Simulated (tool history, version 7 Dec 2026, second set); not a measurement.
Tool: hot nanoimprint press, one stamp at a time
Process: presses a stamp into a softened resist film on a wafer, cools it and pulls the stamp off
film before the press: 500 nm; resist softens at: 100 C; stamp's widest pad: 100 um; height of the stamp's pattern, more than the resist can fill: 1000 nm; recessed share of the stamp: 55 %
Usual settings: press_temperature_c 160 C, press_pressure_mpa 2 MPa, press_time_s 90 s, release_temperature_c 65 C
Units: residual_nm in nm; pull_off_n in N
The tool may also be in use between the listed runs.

| run | hour | press_temperature_c | press_pressure_mpa | press_time_s | release_temperature_c | residual_nm | pull_off_n |
|---|---|---|---|---|---|---|---|
| 1 | 0 | 160 | 2 | 90 | 65 | 210.5 | 263 |
| 2 | 8.3 | 160 | 2 | 90 | 65 | 208 | 262 |
| 3 | 15.6 | 160 | 2 | 90 | 65 | 208.8 | 252 |
| 4 | 21.7 | 160 | 2 | 90 | 65 | 208.6 | 270 |
| 5 | 30.9 | 160 | 2 | 147 | 65 | 169.1 | 271 |
| 6 | 37.1 | 160 | 2 | 147 | 65 | 169.5 | 269 |
| 7 | 42.8 | 160 | 2 | 90 | 65 | 209.3 | 279 |
| 8 | 52 | 160 | 2 | 90 | 65 | 207.5 | 272 |
| 9 | 60.5 | 160 | 2 | 90 | 65 | 206.2 | 275 |
| 10 | 65 | 155 | 2 | 90 | 65 | 282.7 | 270 |
| 11 | 71.1 | 161 | 2 | 90 | 65 | 193.1 | 267 |
| 12 | 80.4 | 161 | 2 | 90 | 65 | 195.4 | 273 |
| 13 | 88.7 | 160 | 2 | 64 | 65 | 236.7 | 284 |
|  | 92.2 | plate thermocouple calibrated |
| 14 | 100.2 | 160 | 2 | 64 | 65 | 228.7 | 277 |
| 15 | 107.4 | 159 | 2 | 90 | 65 | 213.1 | 279 |
|  | 112.2 | plate thermocouple calibrated, once more |
| 16 | 118.7 | 158 | 1.96 | 83 | 59 | 260.1 | 313 |
| 17 | 128.9 | 158 | 1.96 | 83 | 59 | 258.9 | 305 |
| 18 | 134.6 | 160 | 2 | 48 | 64 | 283.5 | 304 |
| 19 | 143.1 | 160 | 1.9 | 143 | 64 | 185.9 | 301 |
| 20 | 147.7 | 160 | 2.39 | 77 | 59 | 221 | 312 |
| 21 | 153 | 160 | 2.39 | 77 | 59 | 220.4 | 305 |
| 22 | 158.2 | 170 | 1.48 | 78 | 53 | 142.4 | 326 |
| 23 | 168 | 170 | 1.48 | 78 | 53 | 140.6 | 325 |
| 24 | 173.6 | 170 | 1.5 | 63 | 53 | 152 | 333 |
| 25 | 178.2 | 170 | 1.5 | 63 | 53 | 152.5 | 330 |
| 26 | 184.5 | 153 | 2 | 48 | 60 | 389.9 | 317 |
| 27 | 191.2 | 153 | 2 | 48 | 60 | 386.2 | 316 |
| 28 | 198.7 | 160 | 1.24 | 92 | 61 | 260.7 | 315 |
| 29 | 204.8 | 154 | 1.22 | 154 | 53 | 308.5 | 338 |

Forecast each of these 5 alternatives for the next run:
| A | 209.7 | 160 | 2 | 163 | 65 | ? | ? |
| B | 209.7 | 154 | 1.99 | 154 | 53 | ? | ? |
| C | 209.7 | 160 | 2 | 62 | 65 | ? | ? |
| D | 209.7 | 154 | 2.02 | 154 | 72 | ? | ? |
| E | 209.7 | 160 | 2.74 | 90 | 52 | ? | ? |

| run | residual_nm | pull_off_n |
|---|---|---|
| A | 170.3 | 318 |
| B | 262.7 | 346 |
| C | 254.4 | 312 |
| D | 259 | 302 |
| E | 193 | 343 |
Without the tool's hidden state the same runs would have given:
| run | residual_nm | pull_off_n |
|---|---|---|
| A | 174.1 | 232 |
| B | 268.3 | 252 |
| C | 259.2 | 228 |
| D | 264.4 | 221 |
| E | 196.7 | 249 |

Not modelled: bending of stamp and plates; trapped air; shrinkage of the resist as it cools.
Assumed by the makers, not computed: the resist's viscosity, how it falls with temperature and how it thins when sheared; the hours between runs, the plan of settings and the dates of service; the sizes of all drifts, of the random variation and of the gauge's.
